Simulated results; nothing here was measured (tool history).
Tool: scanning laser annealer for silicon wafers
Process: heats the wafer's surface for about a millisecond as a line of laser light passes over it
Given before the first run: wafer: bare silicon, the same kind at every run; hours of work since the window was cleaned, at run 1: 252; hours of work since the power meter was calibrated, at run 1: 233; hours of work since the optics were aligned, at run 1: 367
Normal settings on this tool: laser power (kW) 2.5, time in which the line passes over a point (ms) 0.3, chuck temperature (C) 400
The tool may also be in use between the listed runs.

run	day	laser power (kW)	time in which the line passes over a point (ms)	chuck temperature (C)	hours of work since the window was cleaned	hours of work since the power meter was calibrated	hours of work since the optics were aligned	highest temperature of the surface (C)
1	0	2.5	0.3	400	252	233	367	1105
2	0.396	2.5	0.3	400	259	240	374	1111
3	1.029	2.5	0.3	400	269	250	384	1108
4	1.804	2.5	0.3	400	282	263	397	1110
5	2.55	2.458	0.3	400	294	275	409	1097
6	3.033	2.458	0.358	400	302	283	417	1154
7	3.858	2.458	0.358	400	315	296	430	1154
8	4.292	2.5	0.3	400	322	303	437	1108
9	4.904	2.5	0.292	400	332	313	447	1097
10	5.542	2.614	0.3	400	343	323	457	1144
11	6.188	2.614	0.3	400	353	334	468	1144
12	6.579	2.614	0.3	400	359	340	474	1141
13	6.996	2.614	0.3	400	366	347	481	1143
14	7.842	2.614	0.3	400	380	361	495	1145
15	8.579	2.614	0.3	400	392	373	507	1142
16	9.112	2.5	0.261	400	401	382	516	1063
17	9.654	2.5	0.261	400	409	390	524	1066
18	10.404	2.5	0.261	400	422	403	537	1066
19	11.05	2.5	0.3	379	432	413	547	1090
20	11.662	2.5	0.3	417	442	423	557	1130
21	12.342	2.624	0.244	400	453	434	568	1079
22	13.075	2.5	0.3	419	465	446	580	1129
23	13.679	2.3	0.238	400	475	456	590	983
24	14.212	2.3	0.238	400	484	465	598	983
25	14.846	2.3	0.238	400	494	475	609	986
26	15.258	2.559	0.33	400	501	482	615	1158
# day 16.025: window over the wafer cleaned
27	16.208	2.559	0.33	400	3	496	630	1154
28	16.796	2.533	0.219	414	13	505	639	1037
29	17.508	2.48	0.371	414	24	517	651	1184
30	18.183	2.48	0.371	414	35	528	662	1189
31	18.625	2.601	0.257	394	42	535	669	1084
32	19.079	2.44	0.263	375	50	542	676	1026
33	19.6	2.64	0.362	375	58	551	685	1193
34	20.121	2.64	0.362	375	67	559	693	1192
35	20.733	2.64	0.362	375	77	569	703	1192
36	21.408	2.64	0.362	375	88	580	714	1189
37	21.971	2.6	0.362	375	97	589	723	1178
38	22.825	2.194	0.257	426	111	603	737	999
39	23.425	2.364	0.309	400	120	613	747	1078
40	23.946	2.364	0.309	400	129	622	755	1077

Consider 3 possible next runs. They are alternatives, not a sequence: every one starts from the tool as it was left by run 40. What does each give?
A	24.325	2.133	0.35	393	135	628	762	?
B	24.325	2.395	0.303	400	135	628	762	?
C	24.325	2.648	0.306	412	135	628	762	?

run	highest temperature of the surface (C)
A	1035
B	1078
C	1170
With the hidden condition removed and each run's random variation left untouched, the same runs would have given:
run	highest temperature of the surface (C)
A	1035
B	1078
C	1170
